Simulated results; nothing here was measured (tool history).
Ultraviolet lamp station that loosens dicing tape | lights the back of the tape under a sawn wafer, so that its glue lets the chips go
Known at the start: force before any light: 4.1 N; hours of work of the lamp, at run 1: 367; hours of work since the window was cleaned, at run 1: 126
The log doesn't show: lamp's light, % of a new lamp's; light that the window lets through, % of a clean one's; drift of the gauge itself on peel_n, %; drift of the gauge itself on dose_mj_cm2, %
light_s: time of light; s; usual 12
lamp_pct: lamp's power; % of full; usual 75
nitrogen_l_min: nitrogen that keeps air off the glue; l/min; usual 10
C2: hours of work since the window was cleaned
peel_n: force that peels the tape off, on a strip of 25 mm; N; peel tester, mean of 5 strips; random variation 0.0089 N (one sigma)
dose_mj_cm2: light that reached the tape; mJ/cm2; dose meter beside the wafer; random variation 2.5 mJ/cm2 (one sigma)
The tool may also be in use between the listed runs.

{"run": 1, "hour": 0.0, "light_s": 12, "lamp_pct": 75, "nitrogen_l_min": 10, "hours of work of the lamp": 367, "C2": 126, "peel_n": 0.517, "dose_mj_cm2": 233}
{"run": 2, "hour": 16.6, "light_s": 12, "lamp_pct": 75, "nitrogen_l_min": 10, "hours of work of the lamp": 377, "C2": 136, "peel_n": 0.547, "dose_mj_cm2": 228}
{"run": 3, "hour": 29.2, "light_s": 12, "lamp_pct": 75, "nitrogen_l_min": 10, "hours of work of the lamp": 385, "C2": 144, "peel_n": 0.553, "dose_mj_cm2": 231}
{"run": 4, "hour": 51.5, "light_s": 12, "lamp_pct": 75, "nitrogen_l_min": 10, "hours of work of the lamp": 398, "C2": 158, "peel_n": 0.561, "dose_mj_cm2": 228}
{"run": 5, "hour": 64.2, "light_s": 12, "lamp_pct": 75, "nitrogen_l_min": 10, "hours of work of the lamp": 406, "C2": 165, "peel_n": 0.57, "dose_mj_cm2": 225}
{"run": 6, "hour": 86.9, "light_s": 12, "lamp_pct": 75, "nitrogen_l_min": 10, "hours of work of the lamp": 420, "C2": 179, "peel_n": 0.589, "dose_mj_cm2": 229}
{"run": 7, "hour": 109.5, "light_s": 12, "lamp_pct": 75, "nitrogen_l_min": 10, "hours of work of the lamp": 434, "C2": 193, "peel_n": 0.556, "dose_mj_cm2": 222}
{"run": 8, "hour": 135.7, "light_s": 12, "lamp_pct": 75, "nitrogen_l_min": 10, "hours of work of the lamp": 450, "C2": 209, "peel_n": 0.585, "dose_mj_cm2": 221}
{"run": 9, "hour": 155.7, "light_s": 12, "lamp_pct": 75, "nitrogen_l_min": 10, "hours of work of the lamp": 462, "C2": 222, "peel_n": 0.613, "dose_mj_cm2": 219}
{"run": 10, "hour": 167.4, "light_s": 12, "lamp_pct": 75, "nitrogen_l_min": 10, "hours of work of the lamp": 470, "C2": 229, "peel_n": 0.603, "dose_mj_cm2": 217}
{"run": 11, "hour": 186.4, "light_s": 12, "lamp_pct": 75, "nitrogen_l_min": 10, "hours of work of the lamp": 481, "C2": 240, "peel_n": 0.621, "dose_mj_cm2": 213}
{"run": 12, "hour": 198.9, "light_s": 12, "lamp_pct": 78, "nitrogen_l_min": 10, "hours of work of the lamp": 489, "C2": 248, "peel_n": 0.577, "dose_mj_cm2": 225}
{"run": 13, "hour": 218.2, "light_s": 12, "lamp_pct": 78, "nitrogen_l_min": 10, "hours of work of the lamp": 501, "C2": 260, "peel_n": 0.587, "dose_mj_cm2": 222}
{"run": 14, "hour": 235.0, "light_s": 12, "lamp_pct": 78, "nitrogen_l_min": 10, "hours of work of the lamp": 511, "C2": 270, "peel_n": 0.579, "dose_mj_cm2": 220}
{"run": 15, "hour": 249.8, "light_s": 8, "lamp_pct": 78, "nitrogen_l_min": 10, "hours of work of the lamp": 520, "C2": 279, "peel_n": 1.073, "dose_mj_cm2": 147}
{"run": 16, "hour": 270.0, "light_s": 12, "lamp_pct": 75, "nitrogen_l_min": 10, "hours of work of the lamp": 533, "C2": 292, "peel_n": 0.657, "dose_mj_cm2": 207}
{"run": 17, "hour": 282.2, "light_s": 12, "lamp_pct": 75, "nitrogen_l_min": 8, "hours of work of the lamp": 540, "C2": 299, "peel_n": 0.766, "dose_mj_cm2": 207}
{"run": 18, "hour": 296.0, "light_s": 13, "lamp_pct": 75, "nitrogen_l_min": 10, "hours of work of the lamp": 549, "C2": 308, "peel_n": 0.573, "dose_mj_cm2": 225}
{"run": 19, "hour": 307.5, "light_s": 12, "lamp_pct": 75, "nitrogen_l_min": 14, "hours of work of the lamp": 556, "C2": 315, "peel_n": 0.559, "dose_mj_cm2": 208}
{"run": 20, "hour": 332.5, "light_s": 12, "lamp_pct": 75, "nitrogen_l_min": 14, "hours of work of the lamp": 571, "C2": 330, "peel_n": 0.597, "dose_mj_cm2": 202}
{"run": 21, "hour": 352.8, "light_s": 12, "lamp_pct": 75, "nitrogen_l_min": 14, "hours of work of the lamp": 583, "C2": 343, "peel_n": 0.564, "dose_mj_cm2": 198}
{"run": 22, "hour": 377.5, "light_s": 12, "lamp_pct": 78, "nitrogen_l_min": 10, "hours of work of the lamp": 599, "C2": 358, "peel_n": 0.683, "dose_mj_cm2": 208}
{"run": 23, "hour": 400.3, "light_s": 12, "lamp_pct": 82, "nitrogen_l_min": 13, "hours of work of the lamp": 613, "C2": 372, "peel_n": 0.525, "dose_mj_cm2": 217}
{"hour": 408.4, "done": "window cleaned of glue's vapour"}
{"run": 24, "hour": 425.5, "light_s": 8, "lamp_pct": 87, "nitrogen_l_min": 4, "hours of work of the lamp": 628, "C2": 11, "peel_n": 1.444, "dose_mj_cm2": 160}
{"run": 25, "hour": 448.2, "light_s": 8, "lamp_pct": 87, "nitrogen_l_min": 4, "hours of work of the lamp": 642, "C2": 25, "peel_n": 1.514, "dose_mj_cm2": 160}
{"run": 26, "hour": 461.1, "light_s": 12, "lamp_pct": 89, "nitrogen_l_min": 16, "hours of work of the lamp": 650, "C2": 32, "peel_n": 0.385, "dose_mj_cm2": 242}
{"run": 27, "hour": 481.4, "light_s": 12, "lamp_pct": 89, "nitrogen_l_min": 16, "hours of work of the lamp": 662, "C2": 45, "peel_n": 0.379, "dose_mj_cm2": 238}
{"run": 28, "hour": 493.9, "light_s": 20, "lamp_pct": 75, "nitrogen_l_min": 9, "hours of work of the lamp": 670, "C2": 53, "peel_n": 0.284, "dose_mj_cm2": 337}
{"run": 29, "hour": 517.6, "light_s": 7, "lamp_pct": 74, "nitrogen_l_min": 11, "hours of work of the lamp": 684, "C2": 67, "peel_n": 1.395, "dose_mj_cm2": 117}
{"run": 30, "hour": 541.7, "light_s": 7, "lamp_pct": 86, "nitrogen_l_min": 5, "hours of work of the lamp": 699, "C2": 82, "peel_n": 1.595, "dose_mj_cm2": 132}
{"run": 31, "hour": 553.4, "light_s": 14, "lamp_pct": 86, "nitrogen_l_min": 5, "hours of work of the lamp": 706, "C2": 89, "peel_n": 0.653, "dose_mj_cm2": 264}
{"run": 32, "hour": 574.2, "light_s": 14, "lamp_pct": 86, "nitrogen_l_min": 5, "hours of work of the lamp": 719, "C2": 102, "peel_n": 0.709, "dose_mj_cm2": 260}
{"run": 33, "hour": 585.4, "light_s": 10, "lamp_pct": 72, "nitrogen_l_min": 5, "hours of work of the lamp": 726, "C2": 109, "peel_n": 1.366, "dose_mj_cm2": 153}
{"run": 34, "hour": 596.7, "light_s": 19, "lamp_pct": 86, "nitrogen_l_min": 7, "hours of work of the lamp": 733, "C2": 116, "peel_n": 0.297, "dose_mj_cm2": 349}
{"run": 35, "hour": 612.0, "light_s": 19, "lamp_pct": 86, "nitrogen_l_min": 7, "hours of work of the lamp": 742, "C2": 125, "peel_n": 0.315, "dose_mj_cm2": 348}
{"run": 36, "hour": 628.5, "light_s": 10, "lamp_pct": 61, "nitrogen_l_min": 3, "hours of work of the lamp": 752, "C2": 135, "peel_n": 1.926, "dose_mj_cm2": 126}
{"run": 37, "hour": 643.8, "light_s": 10, "lamp_pct": 61, "nitrogen_l_min": 8, "hours of work of the lamp": 762, "C2": 145, "peel_n": 1.44, "dose_mj_cm2": 129}
{"run": 38, "hour": 669.6, "light_s": 11, "lamp_pct": 80, "nitrogen_l_min": 8, "hours of work of the lamp": 778, "C2": 160, "peel_n": 0.917, "dose_mj_cm2": 184}
{"run": 39, "hour": 688.8, "light_s": 11, "lamp_pct": 80, "nitrogen_l_min": 8, "hours of work of the lamp": 790, "C2": 172, "peel_n": 0.929, "dose_mj_cm2": 179}
{"run": 40, "hour": 708.0, "light_s": 14, "lamp_pct": 80, "nitrogen_l_min": 4, "hours of work of the lamp": 801, "C2": 184, "peel_n": 0.992, "dose_mj_cm2": 225}
{"run": 41, "hour": 733.8, "light_s": 15, "lamp_pct": 84, "nitrogen_l_min": 5, "hours of work of the lamp": 817, "C2": 200, "peel_n": 0.718, "dose_mj_cm2": 253}
{"run": 42, "hour": 745.8, "light_s": 13, "lamp_pct": 90, "nitrogen_l_min": 4, "hours of work of the lamp": 825, "C2": 207, "peel_n": 0.902, "dose_mj_cm2": 235}
{"run": 43, "hour": 761.2, "light_s": 12, "lamp_pct": 63, "nitrogen_l_min": 3, "hours of work of the lamp": 834, "C2": 217, "peel_n": 1.726, "dose_mj_cm2": 149}

3 ways to go on from here, each from the tool as it stands after run 43. What would each give?
{"run": "A", "hour": 778.9, "light_s": 8, "lamp_pct": 85, "nitrogen_l_min": 20, "hours of work of the lamp": 845, "C2": 228, "peel_n": "?", "dose_mj_cm2": "?"}
{"run": "B", "hour": 778.9, "light_s": 13, "lamp_pct": 94, "nitrogen_l_min": 15, "hours of work of the lamp": 845, "C2": 228, "peel_n": "?", "dose_mj_cm2": "?"}
{"run": "C", "hour": 778.9, "light_s": 12, "lamp_pct": 63, "nitrogen_l_min": 12, "hours of work of the lamp": 845, "C2": 228, "peel_n": "?", "dose_mj_cm2": "?"}

run=A peel_n=0.964 dose_mj_cm2=134
run=B peel_n=0.388 dose_mj_cm2=242
run=C peel_n=1.044 dose_mj_cm2=148
Without the tool's hidden state the same runs would have given:
run=A peel_n=0.431 dose_mj_cm2=215
run=B peel_n=0.151 dose_mj_cm2=387
run=C peel_n=0.481 dose_mj_cm2=237
